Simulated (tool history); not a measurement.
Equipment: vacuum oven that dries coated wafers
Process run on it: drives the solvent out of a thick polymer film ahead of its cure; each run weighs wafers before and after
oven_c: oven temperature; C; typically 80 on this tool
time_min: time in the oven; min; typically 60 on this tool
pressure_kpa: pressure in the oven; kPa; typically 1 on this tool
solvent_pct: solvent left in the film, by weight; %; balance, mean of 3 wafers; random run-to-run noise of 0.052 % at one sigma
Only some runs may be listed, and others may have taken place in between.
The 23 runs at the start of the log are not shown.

run,hour,oven_c,time_min,pressure_kpa,solvent_pct
24,1184,91,50,1.96,1.07
25,1245.9,91,50,1.96,0.94
# hour 1259.8: vacuum gauge cleaned of residue and calibrated, once more
26,1286.5,86,58,1.35,1.25
27,1323.4,86,58,1.35,1.27
28,1400.3,91,56,0.53,0.55
# hour 1468.2: oven's thermocouples calibrated
29,1474.7,91,56,0.53,0.41
30,1534.6,91,56,0.53,0.38
31,1580.6,70,39,2.39,6.24
32,1639.4,71,60,0.56,3.73
33,1717.3,80,45,1.23,2.68
34,1774.5,80,45,1.23,2.71
35,1833.8,80,45,1.23,2.68
36,1870.4,80,45,1.23,2.72
37,1914.9,79,30,2.17,5.06
38,1966.7,79,30,2.17,4.93
39,2016.1,79,30,2.17,5.04

Predict each of these 4 candidate next runs independently; none follows another, all start after run 39:
A,2056.3,94,60,0.64,?
B,2056.3,72,70,0.92,?
C,2056.3,79,60,1,?
D,2056.3,69,55,0.89,?

run,solvent_pct
A,0.2
B,3.03
C,1.96
D,5
The same runs, with their run-to-run variation unchanged, on a tool lacking any hidden condition would have given:
run,solvent_pct
A,0.16
B,2.82
C,1.8
D,4.78

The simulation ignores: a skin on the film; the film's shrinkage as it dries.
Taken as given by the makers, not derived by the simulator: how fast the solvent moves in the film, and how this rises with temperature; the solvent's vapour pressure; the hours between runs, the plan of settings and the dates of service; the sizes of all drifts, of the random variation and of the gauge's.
